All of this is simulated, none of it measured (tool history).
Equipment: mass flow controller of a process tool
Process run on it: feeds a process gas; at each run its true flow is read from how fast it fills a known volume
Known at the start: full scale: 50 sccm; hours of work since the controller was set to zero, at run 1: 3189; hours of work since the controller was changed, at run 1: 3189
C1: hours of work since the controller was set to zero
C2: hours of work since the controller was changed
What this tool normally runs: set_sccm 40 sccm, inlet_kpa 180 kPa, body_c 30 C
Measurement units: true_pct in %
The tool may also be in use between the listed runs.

Run 1, hour 0: usual settings; C1 3189; C2 3189. Result: true_pct 99.77 %.
Run 2, hour 62.7: usual settings but set_sccm 12 sccm; C1 3226; C2 3226. Result: true_pct 98.32 %.
Run 3, hour 130.6: usual settings but body_c 36 C; C1 3267; C2 3267. Result: true_pct 100.38 %.
Run 4, hour 253.4: usual settings but inlet_kpa 172 kPa, body_c 36 C; C1 3339; C2 3339. Result: true_pct 100.23 %.
Run 5, hour 354: usual settings; C1 3399; C2 3399. Result: true_pct 99.89 %.
Run 6, hour 418: usual settings; C1 3437; C2 3437. Result: true_pct 100.01 %.
Run 7, hour 530.8: usual settings but body_c 38 C; C1 3503; C2 3503. Result: true_pct 100.59 %.
Run 8, hour 647.9: usual settings but body_c 38 C; C1 3573; C2 3573. Result: true_pct 100.72 %.
Run 9, hour 759.1: usual settings; C1 3639; C2 3639. Result: true_pct 100.3 %.
Run 10, hour 831.9: usual settings; C1 3682; C2 3682. Result: true_pct 100.24 %.
Run 11, hour 912.9: usual settings; C1 3730; C2 3730. Result: true_pct 100.25 %.
Run 12, hour 972.1: usual settings; C1 3765; C2 3765. Result: true_pct 100.33 %.
Run 13, hour 1103.4: usual settings but set_sccm 11 sccm, inlet_kpa 184 kPa, body_c 27 C; C1 3842; C2 3842. Result: true_pct 98.64 %.
Run 14, hour 1200.1: usual settings but set_sccm 11 sccm, inlet_kpa 184 kPa, body_c 27 C; C1 3900; C2 3900. Result: true_pct 98.63 %.
Run 15, hour 1339: usual settings but set_sccm 19 sccm, inlet_kpa 193 kPa, body_c 34 C; C1 3982; C2 3982. Result: true_pct 99.67 %.
Run 16, hour 1449: usual settings but set_sccm 19 sccm, inlet_kpa 193 kPa, body_c 34 C; C1 4047; C2 4047. Result: true_pct 99.82 %.
Run 17, hour 1561.6: usual settings but set_sccm 19 sccm, inlet_kpa 193 kPa, body_c 34 C; C1 4114; C2 4114. Result: true_pct 99.77 %.
Run 18, hour 1660.3: usual settings but set_sccm 36 sccm, inlet_kpa 277 kPa; C1 4172; C2 4172. Result: true_pct 100.57 %.
Run 19, hour 1772.8: usual settings but set_sccm 36 sccm, inlet_kpa 277 kPa; C1 4239; C2 4239. Result: true_pct 100.57 %.
Run 20, hour 1878.5: usual settings but set_sccm 18 sccm, inlet_kpa 179 kPa, body_c 26 C; C1 4301; C2 4301. Result: true_pct 99.34 %.
At hour 1980.7: gauge calibrated.
Run 21, hour 1981.2: usual settings but set_sccm 7 sccm, inlet_kpa 241 kPa, body_c 38 C; C1 4362; C2 4362. Result: true_pct 98.58 %.
Run 22, hour 2101.5: usual settings but set_sccm 46 sccm, inlet_kpa 241 kPa, body_c 38 C; C1 4433; C2 4433. Result: true_pct 100.75 %.
Run 23, hour 2209.4: usual settings but set_sccm 46 sccm, inlet_kpa 241 kPa, body_c 38 C; C1 4497; C2 4497. Result: true_pct 100.94 %.
Run 24, hour 2308.1: usual settings but set_sccm 7 sccm, inlet_kpa 247 kPa; C1 4555; C2 4555. Result: true_pct 98.42 %.

Predict each of these 5 candidate next runs independently; none follows another, all start after run 24:
Run A, hour 2396.4: usual settings but body_c 33 C; C1 4608; C2 4608. Result: true_pct ?.
Run B, hour 2396.4: usual settings but set_sccm 8 sccm, inlet_kpa 186 kPa; C1 4608; C2 4608. Result: true_pct ?.
Run C, hour 2396.4: usual settings but set_sccm 16 sccm, inlet_kpa 247 kPa, body_c 29 C; C1 4608; C2 4608. Result: true_pct ?.
Run D, hour 2396.4: usual settings but set_sccm 7 sccm, inlet_kpa 247 kPa, body_c 28 C; C1 4608; C2 4608. Result: true_pct ?.
Run E, hour 2396.4: usual settings but set_sccm 7 sccm, inlet_kpa 166 kPa; C1 4608; C2 4608. Result: true_pct ?.

run  true_pct
  A    100.18
  B     98.38
  C     98.71
  D      98.2
  E     98.23
The same runs, with their run-to-run variation unchanged, on a tool lacking any hidden condition would have given:
run  true_pct
  A     99.99
  B     98.17
  C     98.51
  D     97.99
  E     98.01
